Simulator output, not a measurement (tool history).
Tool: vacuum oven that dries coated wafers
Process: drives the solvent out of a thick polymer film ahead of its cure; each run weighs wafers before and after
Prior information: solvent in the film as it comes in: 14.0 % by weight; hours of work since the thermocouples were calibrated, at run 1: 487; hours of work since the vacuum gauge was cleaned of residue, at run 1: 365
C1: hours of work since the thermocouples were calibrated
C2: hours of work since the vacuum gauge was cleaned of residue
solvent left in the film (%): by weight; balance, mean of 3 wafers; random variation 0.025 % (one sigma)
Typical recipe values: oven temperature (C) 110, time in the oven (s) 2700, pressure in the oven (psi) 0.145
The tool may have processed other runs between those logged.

{"run": 1, "day": 0.0, "oven temperature (C)": 110, "time in the oven (s)": 2700, "pressure in the oven (psi)": 0.145, "C1": 487, "C2": 365, "solvent left in the film (%)": 3.37}
{"run": 2, "day": 1.862, "oven temperature (C)": 110, "time in the oven (s)": 2700, "pressure in the oven (psi)": 0.145, "C1": 520, "C2": 398, "solvent left in the film (%)": 3.39}
{"run": 3, "day": 3.908, "oven temperature (C)": 110, "time in the oven (s)": 4800, "pressure in the oven (psi)": 0.145, "C1": 557, "C2": 435, "solvent left in the film (%)": 1.45}
{"run": 4, "day": 5.654, "oven temperature (C)": 110, "time in the oven (s)": 4800, "pressure in the oven (psi)": 0.145, "C1": 588, "C2": 466, "solvent left in the film (%)": 1.47}
{"run": 5, "day": 7.612, "oven temperature (C)": 110, "time in the oven (s)": 4800, "pressure in the oven (psi)": 0.145, "C1": 623, "C2": 501, "solvent left in the film (%)": 1.44}
{"run": 6, "day": 9.821, "oven temperature (C)": 110, "time in the oven (s)": 2700, "pressure in the oven (psi)": 0.441, "C1": 663, "C2": 541, "solvent left in the film (%)": 3.84}
{"run": 7, "day": 11.738, "oven temperature (C)": 110, "time in the oven (s)": 2700, "pressure in the oven (psi)": 0.441, "C1": 697, "C2": 575, "solvent left in the film (%)": 3.89}
{"run": 8, "day": 13.617, "oven temperature (C)": 110, "time in the oven (s)": 2700, "pressure in the oven (psi)": 0.441, "C1": 731, "C2": 609, "solvent left in the film (%)": 3.85}
{"run": 9, "day": 15.25, "oven temperature (C)": 110, "time in the oven (s)": 3120, "pressure in the oven (psi)": 0.157, "C1": 760, "C2": 638, "solvent left in the film (%)": 2.83}
{"run": 10, "day": 17.775, "oven temperature (C)": 111, "time in the oven (s)": 1500, "pressure in the oven (psi)": 0.139, "C1": 805, "C2": 683, "solvent left in the film (%)": 5.58}
{"run": 11, "day": 19.562, "oven temperature (C)": 115, "time in the oven (s)": 4500, "pressure in the oven (psi)": 0.477, "C1": 837, "C2": 715, "solvent left in the film (%)": 1.66}
{"run": 12, "day": 21.712, "oven temperature (C)": 106, "time in the oven (s)": 2280, "pressure in the oven (psi)": 0.102, "C1": 876, "C2": 754, "solvent left in the film (%)": 4.62}

Predict each of these 4 candidate next runs independently; none follows another, all start after run 12:
{"run": "A", "day": 23.542, "oven temperature (C)": 122, "time in the oven (s)": 2700, "pressure in the oven (psi)": 0.145, "C1": 909, "C2": 786, "solvent left in the film (%)": "?"}
{"run": "B", "day": 23.542, "oven temperature (C)": 122, "time in the oven (s)": 1380, "pressure in the oven (psi)": 0.492, "C1": 909, "C2": 786, "solvent left in the film (%)": "?"}
{"run": "C", "day": 23.542, "oven temperature (C)": 110, "time in the oven (s)": 4200, "pressure in the oven (psi)": 0.305, "C1": 909, "C2": 786, "solvent left in the film (%)": "?"}
{"run": "D", "day": 23.542, "oven temperature (C)": 106, "time in the oven (s)": 2280, "pressure in the oven (psi)": 0.148, "C1": 909, "C2": 786, "solvent left in the film (%)": "?"}

run=A solvent_left_in_the_film_(%)=1.85
run=B solvent_left_in_the_film_(%)=4.68
run=C solvent_left_in_the_film_(%)=2.11
run=D solvent_left_in_the_film_(%)=4.68
Without the tool's hidden state the same runs would have given:
run=A solvent_left_in_the_film_(%)=1.86
run=B solvent_left_in_the_film_(%)=4.68
run=C solvent_left_in_the_film_(%)=2.11
run=D solvent_left_in_the_film_(%)=4.68

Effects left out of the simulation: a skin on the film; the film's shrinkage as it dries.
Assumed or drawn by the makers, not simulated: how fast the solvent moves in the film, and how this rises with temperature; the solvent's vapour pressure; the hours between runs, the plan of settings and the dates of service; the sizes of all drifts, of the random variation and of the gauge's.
